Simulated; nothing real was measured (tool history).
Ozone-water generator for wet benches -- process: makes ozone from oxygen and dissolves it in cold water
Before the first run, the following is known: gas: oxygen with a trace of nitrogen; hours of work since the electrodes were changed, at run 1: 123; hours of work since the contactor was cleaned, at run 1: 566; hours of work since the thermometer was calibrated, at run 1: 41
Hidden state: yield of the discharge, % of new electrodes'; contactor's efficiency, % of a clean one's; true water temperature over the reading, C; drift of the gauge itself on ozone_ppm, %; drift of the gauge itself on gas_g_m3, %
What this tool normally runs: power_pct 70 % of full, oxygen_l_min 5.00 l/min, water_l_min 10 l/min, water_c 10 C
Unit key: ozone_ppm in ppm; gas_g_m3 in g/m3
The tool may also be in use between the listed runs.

| run | day | power_pct | oxygen_l_min | water_l_min | water_c | hours of work since the electrodes were changed | hours of work since the contactor was cleaned | hours of work since the thermometer was calibrated | ozone_ppm | gas_g_m3 |
|---|---|---|---|---|---|---|---|---|---|---|
| 1 | 0.000 | 70 | 5.00 | 10 | 10 | 123 | 566 | 41 | 42.4 | 262.3 |
| 2 | 1.979 | 70 | 5.00 | 10 | 10 | 170 | 613 | 88 | 42.4 | 261.7 |
| 3 | 3.704 | 70 | 5.00 | 10 | 10 | 212 | 654 | 129 | 42.9 | 262.8 |
| 4 | 5.517 | 70 | 5.00 | 10 | 10 | 255 | 697 | 172 | 42.9 | 264.1 |
| 5 | 6.454 | 70 | 5.00 | 10 | 10 | 277 | 719 | 195 | 42.6 | 264.4 |
| 6 | 7.704 | 70 | 5.00 | 15 | 10 | 307 | 749 | 225 | 31.5 | 262.4 |
| 7 | 9.358 | 70 | 5.00 | 10 | 11 | 346 | 789 | 264 | 41.9 | 260.2 |
| 8 | 10.700 | 70 | 5.00 | 10 | 10 | 378 | 821 | 296 | 42.3 | 263.5 |
| 9 | 12.517 | 70 | 5.00 | 10 | 10 | 422 | 864 | 339 | 41.8 | 261.1 |
| 10 | 13.475 | 58 | 5.00 | 10 | 10 | 445 | 887 | 362 | 35.7 | 223.0 |
| 11 | 14.425 | 58 | 5.00 | 10 | 10 | 467 | 910 | 385 | 36.0 | 224.7 |
| 12 | 16.729 | 58 | 5.00 | 10 | 10 | 522 | 964 | 440 | 35.6 | 225.7 |
| 13 | 18.254 | 70 | 5.00 | 10 | 10 | 558 | 1001 | 476 | 42.2 | 259.3 |
| 14 | 20.396 | 70 | 5.00 | 10 | 10 | 610 | 1052 | 527 | 41.9 | 261.4 |
| 15 | 22.167 | 70 | 5.00 | 10 | 10 | 652 | 1094 | 569 | 41.6 | 259.0 |
| 16 | 23.696 | 70 | 5.00 | 10 | 10 | 688 | 1131 | 606 | 42.1 | 259.1 |
| 17 | 25.554 | 70 | 6.70 | 14 | 11 | 732 | 1175 | 650 | 32.9 | 228.8 |
| 18 | 26.675 | 52 | 6.52 | 14 | 11 | 759 | 1202 | 677 | 25.7 | 183.4 |
| 19 | 27.679 | 52 | 6.52 | 14 | 11 | 783 | 1225 | 701 | 25.9 | 181.6 |
| 20 | 29.425 | 52 | 6.52 | 7 | 16 | 825 | 1267 | 742 | 34.5 | 182.1 |
|  | 29.792 | contactor cleaned |
| 21 | 30.600 | 54 | 7.11 | 10 | 10 | 849 | 19 | 766 | 33.0 | 179.1 |
| 22 | 32.900 | 70 | 7.79 | 7 | 18 | 904 | 74 | 821 | 40.1 | 212.6 |
|  | 34.171 | contactor cleaned, once more |
| 23 | 34.275 | 89 | 3.19 | 10 | 8 | 933 | 3 | 850 | 50.9 | 380.5 |
| 24 | 35.471 | 47 | 5.51 | 13 | 6 | 961 | 31 | 879 | 26.9 | 178.0 |
| 25 | 37.192 | 47 | 5.51 | 13 | 6 | 1002 | 72 | 920 | 26.6 | 178.4 |
| 26 | 38.588 | 70 | 3.09 | 12 | 6 | 1035 | 105 | 953 | 36.7 | 317.4 |
| 27 | 40.600 | 70 | 2.51 | 13 | 9 | 1083 | 153 | 1001 | 31.2 | 342.8 |
| 28 | 41.579 | 81 | 7.26 | 7 | 10 | 1107 | 177 | 1024 | 56.0 | 245.3 |
| 29 | 43.567 | 81 | 2.93 | 7 | 6 | 1154 | 224 | 1072 | 61.9 | 363.0 |
| 30 | 45.675 | 70 | 4.00 | 10 | 16 | 1204 | 274 | 1122 | 37.1 | 282.7 |
| 31 | 46.667 | 62 | 5.00 | 10 | 7 | 1228 | 298 | 1145 | 39.6 | 233.8 |
| 32 | 48.688 | 55 | 5.00 | 10 | 9 | 1276 | 346 | 1194 | 34.9 | 209.8 |

5 ways to go on from here, each from the tool as it stands after run 32. What would each give?
| A | 50.579 | 87 | 4.87 | 10 | 9 | 1321 | 391 | 1239 | ? | ? |
| B | 50.579 | 55 | 5.57 | 10 | 7 | 1321 | 391 | 1239 | ? | ? |
| C | 50.579 | 73 | 5.00 | 8 | 12 | 1321 | 391 | 1239 | ? | ? |
| D | 50.579 | 70 | 5.00 | 6 | 10 | 1321 | 391 | 1239 | ? | ? |
| E | 50.579 | 70 | 3.09 | 6 | 10 | 1321 | 391 | 1239 | ? | ? |

| run | ozone_ppm | gas_g_m3 |
|---|---|---|
| A | 50.1 | 308.9 |
| B | 36.0 | 201.3 |
| C | 47.5 | 264.4 |
| D | 55.6 | 254.4 |
| E | 56.9 | 314.2 |
With the hidden condition removed and each run's random variation left untouched, the same runs would have given:
| run | ozone_ppm | gas_g_m3 |
|---|---|---|
| A | 52.2 | 320.4 |
| B | 37.1 | 206.3 |
| C | 49.3 | 273.0 |
| D | 57.6 | 262.4 |
| E | 58.9 | 324.0 |

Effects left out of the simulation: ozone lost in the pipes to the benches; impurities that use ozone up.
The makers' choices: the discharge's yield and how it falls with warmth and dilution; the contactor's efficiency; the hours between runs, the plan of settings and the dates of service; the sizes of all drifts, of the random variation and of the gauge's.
